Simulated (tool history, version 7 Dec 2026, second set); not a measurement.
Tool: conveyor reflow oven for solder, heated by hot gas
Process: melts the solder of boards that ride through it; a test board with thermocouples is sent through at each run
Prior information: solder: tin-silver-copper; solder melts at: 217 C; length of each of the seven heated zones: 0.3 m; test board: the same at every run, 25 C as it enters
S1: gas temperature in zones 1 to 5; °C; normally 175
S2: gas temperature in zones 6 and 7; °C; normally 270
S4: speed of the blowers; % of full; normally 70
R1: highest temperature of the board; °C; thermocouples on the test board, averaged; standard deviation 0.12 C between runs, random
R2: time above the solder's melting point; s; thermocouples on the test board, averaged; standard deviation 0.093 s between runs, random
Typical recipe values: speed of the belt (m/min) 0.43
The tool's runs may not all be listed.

run 1 hour=0 | S1=175 S2=270 speed_of_the_belt_(m/min)=0.43 S4=70 | R1=255.7 R2=65.83
run 2 hour=18.4 | S1=175 S2=270 speed_of_the_belt_(m/min)=0.43 S4=70 | R1=255.4 R2=65.93
run 3 hour=36.2 | S1=175 S2=270 speed_of_the_belt_(m/min)=0.43 S4=70 | R1=255.4 R2=66.03
run 4 hour=51.3 | S1=175 S2=270 speed_of_the_belt_(m/min)=0.43 S4=70 | R1=255.5 R2=66.11
run 5 hour=66.6 | S1=189 S2=270 speed_of_the_belt_(m/min)=0.43 S4=70 | R1=257.5 R2=73.6
run 6 hour=88.4 | S1=189 S2=270 speed_of_the_belt_(m/min)=0.43 S4=70 | R1=257.6 R2=73.77
run 7 hour=104.3 | S1=162 S2=270 speed_of_the_belt_(m/min)=0.43 S4=70 | R1=253 R2=59.23
run 8 hour=126.3 | S1=175 S2=270 speed_of_the_belt_(m/min)=0.43 S4=70 | R1=255 R2=65.62
run 9 hour=142.5 | S1=175 S2=270 speed_of_the_belt_(m/min)=0.43 S4=67 | R1=255 R2=65.33
run 10 hour=167.8 | S1=175 S2=270 speed_of_the_belt_(m/min)=0.43 S4=67 | R1=254.7 R2=65.09
run 11 hour=182.5 | S1=175 S2=270 speed_of_the_belt_(m/min)=0.43 S4=70 | R1=254.8 R2=65.62
run 12 hour=196.4 | S1=175 S2=270 speed_of_the_belt_(m/min)=0.43 S4=70 | R1=255.1 R2=65.55
run 13 hour=213.2 | S1=175 S2=270 speed_of_the_belt_(m/min)=0.43 S4=70 | R1=255.1 R2=65.38
run 14 hour=233.7 | S1=175 S2=270 speed_of_the_belt_(m/min)=0.43 S4=51 | R1=251.2 R2=61.7
run 15 hour=259 | S1=175 S2=270 speed_of_the_belt_(m/min)=0.43 S4=51 | R1=251.3 R2=61.57
run 16 hour=287.3 | S1=161 S2=270 speed_of_the_belt_(m/min)=0.43 S4=76 | R1=253.2 R2=59.29
run 17 hour=305.6 | S1=161 S2=270 speed_of_the_belt_(m/min)=0.43 S4=76 | R1=253.2 R2=59.22
run 18 hour=321.8 | S1=161 S2=270 speed_of_the_belt_(m/min)=0.501 S4=65 | R1=244.7 R2=42.23
run 19 hour=342.6 | S1=161 S2=270 speed_of_the_belt_(m/min)=0.501 S4=65 | R1=244.6 R2=42.21
run 20 hour=362.5 | S1=161 S2=270 speed_of_the_belt_(m/min)=0.501 S4=64 | R1=244.4 R2=41.99
run 21 hour=385.6 | S1=185 S2=270 speed_of_the_belt_(m/min)=0.392 S4=70 | R1=259 R2=80.2
run 22 hour=415.8 | S1=175 S2=270 speed_of_the_belt_(m/min)=0.476 S4=74 | R1=250.5 R2=55.1
run 23 hour=437.2 | S1=175 S2=270 speed_of_the_belt_(m/min)=0.476 S4=74 | R1=250.5 R2=54.93
run 24 hour=462.9 | S1=165 S2=270 speed_of_the_belt_(m/min)=0.43 S4=80 | R1=256.2 R2=63.48
run 25 hour=475.5 | S1=190 S2=269 speed_of_the_belt_(m/min)=0.5 S4=51 | R1=249.5 R2=56.84
run 26 hour=501.2 | S1=190 S2=269 speed_of_the_belt_(m/min)=0.5 S4=51 | R1=249.5 R2=56.74
run 27 hour=526 | S1=185 S2=262 speed_of_the_belt_(m/min)=0.519 S4=70 | R1=244.9 R2=50.03
run 28 hour=545.5 | S1=166 S2=279 speed_of_the_belt_(m/min)=0.478 S4=70 | R1=258.3 R2=57.83
run 29 hour=568.6 | S1=176 S2=271 speed_of_the_belt_(m/min)=0.43 S4=70 | R1=256.7 R2=67.91
run 30 hour=592.1 | S1=160 S2=268 speed_of_the_belt_(m/min)=0.462 S4=62 | R1=247.1 R2=49.18

Put back what was entered between runs (2 entries, withheld): which listed runs does each sit between, and how does the hidden state differ from the listed run before to the listed run after?
In the gap between runs 21 and 22: thermocouples of zones 6 and 7 changed (hour 402.6)
  heat that the gas passes to the board, % of a clean oven's: 88.4 -> 87.9; belt's true speed, % of the reading: 99.03 -> 99.01; true gas temperature in zones 6 and 7 over the reading, C: 1.6 -> 0.46
  difference, measured minus the result without the unlogged condition, R1: -0.4 -> -2.4 °C; R2: +0.09 -> -2.01 s
In the gap between runs 23 and 24: flux residue cleaned out of gas plates and filters (hour 452.2)
  heat that the gas passes to the board, % of a clean oven's: 87.6 -> 99.1; belt's true speed, % of the reading: 98.99 -> 98.97; true gas temperature in zones 6 and 7 over the reading, C: 0.49 -> 0.51
  difference, measured minus the result without the unlogged condition, R1: -2.6 -> +0.6 °C; R2: -2.08 -> +1.09 s
